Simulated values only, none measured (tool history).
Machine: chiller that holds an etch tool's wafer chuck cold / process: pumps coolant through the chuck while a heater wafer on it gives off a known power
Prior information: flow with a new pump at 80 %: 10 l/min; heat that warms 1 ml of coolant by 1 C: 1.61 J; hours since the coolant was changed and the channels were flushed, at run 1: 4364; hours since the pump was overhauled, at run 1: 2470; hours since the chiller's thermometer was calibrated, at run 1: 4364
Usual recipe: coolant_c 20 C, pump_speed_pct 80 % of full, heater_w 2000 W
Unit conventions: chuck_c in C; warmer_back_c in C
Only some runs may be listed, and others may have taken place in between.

run    hour  coolant_c  pump_speed_pct  heater_w  hours since the coolant was changed and the channels were flushed  hours since the pump was overhauled  hours since the chiller's thermometer was calibrated  chuck_c  warmer_back_c
  1     0.0         20              80      2000                                                               4364                                 2470                                                  4364     42.9           7.51
  2    84.1         20              80      2000                                                               4448                                 2555                                                  4448     43.0           7.41
  3   180.2         20              80      2000                                                               4544                                 2651                                                  4544     42.9           7.42
  4   243.3         20              80      1287                                                               4607                                 2714                                                  4607     34.7           4.85
  5   323.9         17              80      1287                                                               4688                                 2794                                                  4688     31.7           4.83
  6   455.9         20              80      2225                                                               4820                                 2926                                                  4820     45.5           8.32
  7   555.3         25              80      2000                                                               4919                                 3026                                                  4919     47.8           7.45
  8   619.2         20              79      2000                                                               4983                                 3090                                                  4983     43.4           7.54
  9   751.2         20              79      2000                                                               5115                                 3222                                                  5115     43.3           7.58
 10   844.3         24              80      2000                                                               5208                                 3315                                                  5208     46.9           7.49
 11   968.2         24              80      2000                                                               5332                                 3439                                                  5332     47.1           7.49
 12  1031.1         24              80      2000                                                               5395                                 3501                                                  5395     47.3           7.44
 13  1106.0         24              80      2000                                                               5470                                 3576                                                  5470     46.9           7.55
 14  1225.6         24              80      2000                                                               5589                                 3696                                                  5589     47.1           7.48
 15  1344.8         20              80      2000                                                               5709                                 3815                                                  5709     42.9           7.47
 16  1458.7         20              91      2000                                                               5822                                 3929                                                  5822     41.5           6.57
 17  1519.3         20              69      2000                                                               5883                                 3990                                                  5883     45.3           8.71
 18  1594.3         20              69      2000                                                               5958                                 4065                                                  5958     45.0           8.78
     1636.0  -- chiller's thermometer calibrated
     1650.4  -- coolant changed, channels flushed
 19  1696.2         20              69      2000                                                                 46                                 4160                                                    54     45.0           8.77
 20  1792.8         11              67      1548                                                                142                                 4256                                                   151     30.9           6.95
 21  1928.7         21              92      1273                                                                278                                 4392                                                   287     34.5           4.11
 22  2009.9         21              92      1273                                                                359                                 4473                                                   368     34.5           4.10
 23  2103.5         17              65      2462                                                                453                                 4567                                                   462     49.1          11.46
 24  2192.7         20              76      2000                                                                542                                 4656                                                   551     43.8           7.96
 25  2303.6         20              76      2000                                                                653                                 4767                                                   662     43.8           7.85
 26  2427.3         20              80      1651                                                                777                                 4891                                                   785     38.8           6.22
 27  2489.1         17              81      1255                                                                839                                 4953                                                   847     31.3           4.64
 28  2594.3         10              63      2005                                                                944                                 5058                                                   952     36.7           9.71
 29  2703.4         16              63      2005                                                               1053                                 5167                                                  1061     42.7           9.68

Here are 5 independent what-if runs from the current tool condition. What would each one return?
  A  2794.1         16              63      2258                                                               1144                                 5257                                                  1152        ?              ?
  B  2794.1         13              60      2899                                                               1144                                 5257                                                  1152        ?              ?
  C  2794.1         27              80      2000                                                               1144                                 5257                                                  1152        ?              ?
  D  2794.1         15              63      1159                                                               1144                                 5257                                                  1152        ?              ?
  E  2794.1         11              63      2005                                                               1144                                 5257                                                  1152        ?              ?

run  chuck_c  warmer_back_c
  A     45.9          10.83
  B     52.5          14.81
  C     50.1           7.53
  D     30.3           5.59
  E     37.7           9.66
With the hidden condition removed and each run's random variation left untouched, the same runs would have given:
run  chuck_c  warmer_back_c
  A     45.8          10.82
  B     52.5          14.80
  C     50.1           7.53
  D     30.3           5.59
  E     37.7           9.65
